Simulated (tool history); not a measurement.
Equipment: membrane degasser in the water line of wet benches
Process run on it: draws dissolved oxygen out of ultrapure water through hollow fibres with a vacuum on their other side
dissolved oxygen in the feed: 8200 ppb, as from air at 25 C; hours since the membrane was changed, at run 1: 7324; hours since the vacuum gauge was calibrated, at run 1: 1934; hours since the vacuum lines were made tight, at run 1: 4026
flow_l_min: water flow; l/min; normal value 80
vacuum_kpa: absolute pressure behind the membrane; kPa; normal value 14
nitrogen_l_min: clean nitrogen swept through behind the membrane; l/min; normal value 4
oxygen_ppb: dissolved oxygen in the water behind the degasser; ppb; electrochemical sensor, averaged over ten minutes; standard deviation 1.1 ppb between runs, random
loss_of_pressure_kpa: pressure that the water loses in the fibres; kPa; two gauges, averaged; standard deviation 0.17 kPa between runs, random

| run | day | flow_l_min | vacuum_kpa | nitrogen_l_min | hours since the membrane was changed | hours since the vacuum gauge was calibrated | hours since the vacuum lines were made tight | oxygen_ppb | loss_of_pressure_kpa |
|---|---|---|---|---|---|---|---|---|---|
| 1 | 0 | 80 | 14 | 4 | 7324 | 1934 | 4026 | 465.6 | 27.29 |
| 2 | 10.658 | 80 | 14 | 4 | 7579 | 2190 | 4282 | 465.7 | 27.57 |
| 3 | 18.633 | 80 | 14 | 4 | 7771 | 2381 | 4474 | 466 | 27.28 |
| 4 | 25.783 | 80 | 14 | 4 | 7942 | 2553 | 4645 | 466.7 | 27.43 |
| 5 | 35.975 | 80 | 14 | 4 | 8187 | 2798 | 4890 | 467.6 | 27.68 |
| 6 | 42.704 | 80 | 14 | 4 | 8349 | 2959 | 5051 | 466.5 | 27.61 |
| 7 | 53.067 | 80 | 14 | 4 | 8597 | 3208 | 5300 | 466.2 | 27.37 |
| 8 | 62.425 | 68 | 14 | 4 | 8822 | 3432 | 5525 | 405.4 | 23.73 |
| 9 | 69.583 | 80 | 14 | 4 | 8994 | 3604 | 5696 | 470 | 27.72 |
| 10 | 84.429 | 80 | 14 | 4 | 9350 | 3961 | 6053 | 470.5 | 27.8 |
| 11 | 95.35 | 80 | 14 | 4 | 9612 | 4223 | 6315 | 470.3 | 27.68 |
| 12 | 108.104 | 80 | 14 | 4 | 9918 | 4529 | 6621 | 470.8 | 27.97 |
| 13 | 114.617 | 80 | 14 | 4 | 10075 | 4685 | 6777 | 470.6 | 27.82 |
| 14 | 128.7 | 83 | 14 | 4 | 10412 | 5023 | 7115 | 488.8 | 28.98 |
| 15 | 137.421 | 83 | 14.8 | 4 | 10622 | 5232 | 7324 | 517.5 | 28.8 |
| 16 | 148.642 | 83 | 14.8 | 4 | 10891 | 5502 | 7594 | 521.7 | 28.99 |
| 17 | 157.879 | 62 | 9.7 | 4 | 11113 | 5723 | 7816 | 235.7 | 21.6 |
| 18 | 171.642 | 72 | 14 | 5.97 | 11443 | 6054 | 8146 | 302.5 | 25.27 |
| 19 | 182.788 | 49 | 14 | 2.43 | 11711 | 6321 | 8413 | 473.7 | 17.44 |
| 20 | 194.617 | 49 | 14 | 2.43 | 11995 | 6605 | 8697 | 474 | 17.45 |
| 21 | 206.225 | 128 | 14 | 4 | 12273 | 6884 | 8976 | 712.1 | 45.26 |
| 22 | 220.221 | 116 | 12.8 | 4 | 12609 | 7220 | 9312 | 589.4 | 40.76 |
|  | 227.296 | vacuum gauge calibrated |
| 23 | 227.367 | 98 | 14.7 | 3.81 | 12780 | 2 | 9483 | 605.7 | 34.73 |
| 24 | 236.796 | 80 | 14.4 | 4 | 13006 | 228 | 9709 | 479 | 28.33 |
| 25 | 243.475 | 80 | 13.5 | 4.33 | 13167 | 388 | 9869 | 412.1 | 28.19 |
| 26 | 249.95 | 61 | 22.9 | 1.78 | 13322 | 544 | 10025 | 1219.7 | 21.56 |
| 27 | 259.421 | 74 | 8.6 | 8.58 | 13549 | 771 | 10252 | 113.3 | 26.39 |
| 28 | 268.579 | 74 | 32.4 | 2.11 | 13769 | 991 | 10472 | 1733.9 | 26.42 |
| 29 | 279.288 | 99 | 33.7 | 1.95 | 14026 | 1248 | 10729 | 2285.5 | 35.37 |
| 30 | 287.533 | 70 | 33.7 | 4.42 | 14224 | 1446 | 10927 | 991.8 | 24.66 |
| 31 | 298.538 | 70 | 33.7 | 4.42 | 14488 | 1710 | 11191 | 986.9 | 25.32 |
| 32 | 310.125 | 99 | 13.9 | 5.97 | 14766 | 1988 | 11469 | 400.1 | 35.19 |

Hidden condition of the tool, last listed run before each entry between runs versus first listed run after:
After run 22, before run 23: vacuum gauge calibrated (day 227.296)
  membrane still open, %: 93.4 -> 93.3; true pressure behind the membrane over the reading, kPa: 0.34 -> -0.01; air that leaks in behind the membrane, l/min: 0.012 -> 0.0122
  measured value less the no-hidden-state value, oxygen_ppb: +24.3 -> +3.4 ppb; loss_of_pressure_kpa: +2.71 -> +2.33 kPa

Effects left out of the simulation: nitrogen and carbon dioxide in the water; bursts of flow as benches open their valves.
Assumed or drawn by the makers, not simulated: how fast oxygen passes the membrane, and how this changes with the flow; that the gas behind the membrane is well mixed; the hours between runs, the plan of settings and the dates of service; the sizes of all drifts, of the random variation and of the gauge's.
